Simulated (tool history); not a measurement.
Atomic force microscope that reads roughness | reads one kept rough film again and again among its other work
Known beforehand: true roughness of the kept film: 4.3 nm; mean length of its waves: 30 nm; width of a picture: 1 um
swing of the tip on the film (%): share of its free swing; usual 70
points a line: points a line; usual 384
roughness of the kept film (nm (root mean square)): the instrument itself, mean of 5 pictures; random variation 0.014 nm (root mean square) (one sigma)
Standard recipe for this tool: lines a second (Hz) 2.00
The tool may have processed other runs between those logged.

run,day,lines a second (Hz),swing of the tip on the film (%),points a line,roughness of the kept film (nm (root mean square))
1,0.000,2.00,70,384,3.341
2,2.692,2.00,70,384,2.880
3,4.588,2.00,70,384,2.661
# day 5.758: new tip fitted
4,6.046,2.00,70,384,3.309
5,8.412,2.00,70,384,2.841
6,10.058,2.00,70,384,2.629
# day 11.404: new tip fitted
7,12.371,2.00,70,384,3.141
8,13.696,2.00,70,384,2.891
9,15.750,2.00,70,384,2.618
# day 17.083: new tip fitted
10,17.208,2.00,70,384,3.310
11,18.729,2.00,70,384,3.062
12,20.312,2.00,70,384,2.777
13,22.404,2.00,70,384,2.525
# day 22.825: new tip fitted
14,24.479,2.00,70,727,3.002
15,25.833,2.00,70,727,2.816
16,27.171,3.62,62,629,2.607
# day 28.642: new tip fitted
17,29.238,3.62,62,629,3.190
18,30.633,2.00,75,441,2.864
19,33.333,3.58,60,384,2.578
# day 34.304: new tip fitted
20,36.175,3.58,60,384,3.012
21,38.212,3.58,60,384,2.681
# day 40.025: new tip fitted
22,40.558,3.58,60,358,3.231
23,42.488,3.58,60,358,2.905
24,43.754,1.33,63,279,2.857
25,45.383,1.33,63,279,2.648
# day 45.762: new tip fitted
26,47.150,2.61,56,384,3.238
27,49.579,2.61,56,384,2.890
28,51.150,2.61,56,384,2.677

3 ways to go on from here, each from the tool as it stands after run 28. What would each give?
# day 51.408: new tip fitted
A,53.146,2.47,56,502,?
# day 51.408: new tip fitted
B,53.146,2.61,80,384,?
# day 51.408: new tip fitted
C,53.146,2.00,70,685,?

run,roughness of the kept film (nm (root mean square))
A,3.160
B,2.658
C,3.042
Without the tool's hidden state the same runs would have given:
run,roughness of the kept film (nm (root mean square))
A,3.558
B,2.991
C,3.424

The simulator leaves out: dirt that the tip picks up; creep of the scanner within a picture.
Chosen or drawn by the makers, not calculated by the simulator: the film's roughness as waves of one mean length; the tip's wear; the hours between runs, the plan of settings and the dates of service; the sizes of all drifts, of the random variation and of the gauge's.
